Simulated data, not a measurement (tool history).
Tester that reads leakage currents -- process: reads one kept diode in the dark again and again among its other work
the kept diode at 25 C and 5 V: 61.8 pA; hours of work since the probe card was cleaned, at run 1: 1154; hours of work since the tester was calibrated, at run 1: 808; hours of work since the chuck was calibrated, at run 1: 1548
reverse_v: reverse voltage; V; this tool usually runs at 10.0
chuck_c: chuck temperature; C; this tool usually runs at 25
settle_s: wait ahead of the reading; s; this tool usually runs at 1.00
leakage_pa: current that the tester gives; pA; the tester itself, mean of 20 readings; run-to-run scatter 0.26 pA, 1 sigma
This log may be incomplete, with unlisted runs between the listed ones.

| run | day | reverse_v | chuck_c | settle_s | hours of work since the probe card was cleaned | hours of work since the tester was calibrated | hours of work since the chuck was calibrated | leakage_pa |
|---|---|---|---|---|---|---|---|---|
| 1 | 0.000 | 10.0 | 25 | 1.00 | 1154 | 808 | 1548 | 104.52 |
| 2 | 1.929 | 10.0 | 25 | 1.00 | 1189 | 843 | 1583 | 104.50 |
| 3 | 3.383 | 10.0 | 25 | 1.00 | 1215 | 869 | 1610 | 105.41 |
| 4 | 5.175 | 10.0 | 30 | 1.00 | 1247 | 902 | 1642 | 146.47 |
| 5 | 6.183 | 10.0 | 30 | 1.00 | 1266 | 920 | 1661 | 148.53 |
|  | 6.850 | probe card cleaned and baked |
| 6 | 7.817 | 10.0 | 23 | 1.00 | 17 | 948 | 1688 | 95.97 |
|  | 9.204 | chuck's temperature calibrated |
| 7 | 9.871 | 10.0 | 25 | 1.00 | 53 | 983 | 12 | 95.78 |
|  | 10.812 | probe card cleaned and baked, once more |
| 8 | 10.921 | 10.0 | 25 | 1.00 | 2 | 1000 | 29 | 85.87 |
| 9 | 12.246 | 10.0 | 25 | 1.00 | 26 | 1024 | 53 | 86.08 |
| 10 | 13.517 | 10.0 | 25 | 1.00 | 49 | 1047 | 76 | 86.11 |
| 11 | 15.438 | 10.0 | 25 | 1.00 | 84 | 1082 | 111 | 86.72 |
| 12 | 17.325 | 6.1 | 36 | 1.00 | 118 | 1116 | 145 | 150.38 |
| 13 | 18.546 | 6.6 | 36 | 1.00 | 140 | 1138 | 167 | 157.19 |
| 14 | 20.288 | 2.5 | 25 | 1.22 | 172 | 1170 | 199 | 46.66 |
| 15 | 21.888 | 2.5 | 25 | 1.22 | 201 | 1199 | 228 | 47.03 |
| 16 | 23.088 | 2.0 | 21 | 3.41 | 222 | 1220 | 249 | 31.12 |
| 17 | 24.217 | 3.4 | 42 | 5.12 | 243 | 1241 | 270 | 174.65 |
| 18 | 25.646 | 3.4 | 42 | 5.12 | 269 | 1267 | 296 | 176.16 |
| 19 | 27.479 | 5.1 | 22 | 1.16 | 302 | 1300 | 329 | 52.93 |

What if the next run were any one of these 3? Each begins from the tool's condition after run 19:
| A | 29.512 | 10.4 | 36 | 0.71 | 339 | 1337 | 366 | ? |
| B | 29.512 | 1.4 | 25 | 1.00 | 339 | 1337 | 366 | ? |
| C | 29.512 | 5.1 | 41 | 1.16 | 339 | 1337 | 366 | ? |

| run | leakage_pa |
|---|---|
| A | 197.47 |
| B | 36.65 |
| C | 198.46 |
Take away the tool's hidden state, keep each run's random variation, and the runs would have read:
| run | leakage_pa |
|---|---|
| A | 191.68 |
| B | 35.63 |
| C | 193.92 |
